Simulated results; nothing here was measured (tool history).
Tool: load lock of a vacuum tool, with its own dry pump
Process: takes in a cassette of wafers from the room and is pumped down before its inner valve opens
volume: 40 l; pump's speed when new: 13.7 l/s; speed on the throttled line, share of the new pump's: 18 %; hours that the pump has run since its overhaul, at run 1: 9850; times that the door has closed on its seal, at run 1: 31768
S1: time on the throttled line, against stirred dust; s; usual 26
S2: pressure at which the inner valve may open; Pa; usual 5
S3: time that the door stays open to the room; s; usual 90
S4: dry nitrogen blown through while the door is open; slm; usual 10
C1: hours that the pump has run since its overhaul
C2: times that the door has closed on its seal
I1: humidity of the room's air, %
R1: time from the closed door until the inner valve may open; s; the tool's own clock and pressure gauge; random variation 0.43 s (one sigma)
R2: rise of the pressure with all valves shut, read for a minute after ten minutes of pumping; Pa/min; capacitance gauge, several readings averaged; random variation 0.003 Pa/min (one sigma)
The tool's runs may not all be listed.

Run 1, hour 0.0: usual settings; C1 9850; C2 31768; I1 46.0. Result: R1 55.6 s, R2 0.123 Pa/min.
Run 2, hour 239.3: usual settings; C1 10089; C2 32867; I1 45.7. Result: R1 55.5 s, R2 0.128 Pa/min.
Run 3, hour 433.5: usual settings; C1 10283; C2 33758; I1 47.5. Result: R1 55.5 s, R2 0.141 Pa/min.
Run 4, hour 603.8: usual settings; C1 10454; C2 34540; I1 46.8. Result: R1 55.2 s, R2 0.141 Pa/min.
Run 5, hour 754.4: usual settings; C1 10604; C2 35231; I1 42.8. Result: R1 55.0 s, R2 0.133 Pa/min.
Run 6, hour 1007.5: usual settings; C1 10857; C2 36393; I1 44.6. Result: R1 55.3 s, R2 0.142 Pa/min.
Run 7, hour 1221.0: usual settings; C1 11071; C2 37373; I1 44.0. Result: R1 56.2 s, R2 0.152 Pa/min.
Run 8, hour 1500.7: usual settings; C1 11350; C2 38657; I1 42.9. Result: R1 56.4 s, R2 0.157 Pa/min.
Run 9, hour 1632.1: usual settings; C1 11482; C2 39260; I1 46.3. Result: R1 55.7 s, R2 0.170 Pa/min.
Run 10, hour 1789.4: usual settings; C1 11639; C2 39982; I1 45.7. Result: R1 56.3 s, R2 0.163 Pa/min.
Run 11, hour 1950.6: usual settings but S1 31 s; C1 11800; C2 40722; I1 42.3. Result: R1 60.4 s, R2 0.164 Pa/min.
Run 12, hour 2254.0: usual settings but S1 31 s; C1 12104; C2 42115; I1 43.7. Result: R1 60.0 s, R2 0.172 Pa/min.
Run 13, hour 2444.8: usual settings but S1 31 s; C1 12295; C2 42991; I1 42.6. Result: R1 59.9 s, R2 0.173 Pa/min.
Run 14, hour 2584.5: usual settings but S1 31 s; C1 12434; C2 43632; I1 46.3. Result: R1 59.9 s, R2 0.182 Pa/min.
Run 15, hour 2873.4: usual settings but S1 31 s; C1 12723; C2 44958; I1 47.4. Result: R1 59.8 s, R2 0.191 Pa/min.
Run 16, hour 3175.4: usual settings but S1 31 s, S2 7 Pa; C1 13025; C2 46345; I1 44.6. Result: R1 59.3 s, R2 0.195 Pa/min.
Run 17, hour 3423.0: usual settings but S1 31 s, S2 7 Pa; C1 13273; C2 47481; I1 40.2. Result: R1 59.9 s, R2 0.205 Pa/min.
Run 18, hour 3662.0: usual settings but S1 31 s, S2 9 Pa, S4 13 slm; C1 13512; C2 48578; I1 48.3. Result: R1 59.6 s, R2 0.207 Pa/min.
Run 19, hour 3852.9: usual settings but S1 31 s, S2 9 Pa, S4 13 slm; C1 13703; C2 49455; I1 46.2. Result: R1 59.0 s, R2 0.210 Pa/min.
Run 20, hour 4049.8: usual settings but S1 25 s, S4 14 slm; C1 13900; C2 50359; I1 47.9. Result: R1 56.6 s, R2 0.225 Pa/min.
Run 21, hour 4297.5: usual settings but S1 25 s, S3 60 s, S4 14 slm; C1 14147; C2 51496; I1 48.5. Result: R1 57.1 s, R2 0.222 Pa/min.
Run 22, hour 4510.7: usual settings but S1 28 s, S3 60 s, S4 5 slm; C1 14360; C2 52474; I1 44.6. Result: R1 59.7 s, R2 0.228 Pa/min.
Run 23, hour 4757.8: usual settings but S2 7 Pa, S3 219 s; C1 14608; C2 53609; I1 44.3. Result: R1 56.1 s, R2 0.247 Pa/min.
Run 24, hour 4918.4: usual settings but S2 7 Pa, S3 219 s; C1 14768; C2 54346; I1 43.3. Result: R1 56.2 s, R2 0.254 Pa/min.
Run 25, hour 5122.7: usual settings but S2 4 Pa, S3 219 s; C1 14972; C2 55283; I1 45.3. Result: R1 58.6 s, R2 0.257 Pa/min.
Run 26, hour 5342.6: usual settings but S1 32 s, S3 94 s, S4 26 slm; C1 15192; C2 56293; I1 45.8. Result: R1 63.4 s, R2 0.244 Pa/min.
Run 27, hour 5611.8: usual settings but S1 35 s, S2 7 Pa; C1 15462; C2 57529; I1 48.1. Result: R1 63.4 s, R2 0.263 Pa/min.
Run 28, hour 5915.1: usual settings but S1 35 s, S2 7 Pa; C1 15765; C2 58921; I1 41.7. Result: R1 64.2 s, R2 0.271 Pa/min.
Run 29, hour 6110.4: usual settings but S1 14 s; C1 15960; C2 59817; I1 47.0. Result: R1 49.6 s, R2 0.280 Pa/min.
Run 30, hour 6364.9: usual settings but S1 30 s, S2 4 Pa, S3 204 s; C1 16215; C2 60986; I1 44.5. Result: R1 63.9 s, R2 0.305 Pa/min.

The same runs without the tool's hidden state, with the same run-to-run variation:
The hidden state here: pump's speed, % of a new pump's; leak at the door's seal, Pa l/s; drift of the gauge itself on ready_s, %; drift of the gauge itself on rise_pa_min, %.
run    R1     R2
  1  51.1  0.035
  2  50.8  0.033
  3  50.7  0.042
  4  50.3  0.040
  5  50.0  0.028
  6  50.2  0.032
  7  50.9  0.037
  8  51.0  0.036
  9  50.2  0.042
 10  50.6  0.036
 11  54.9  0.031
 12  54.4  0.033
 13  54.3  0.031
 14  54.1  0.037
 15  53.8  0.039
 16  53.4  0.033
 17  53.9  0.036
 18  53.7  0.034
 19  53.0  0.033
 20  49.6  0.043
 21  49.9  0.030
 22  52.5  0.035
 23  49.1  0.046
 24  49.0  0.047
 25  50.6  0.050
 26  55.9  0.024
 27  56.4  0.034
 28  56.9  0.034
 29  40.6  0.037
 30  55.2  0.049
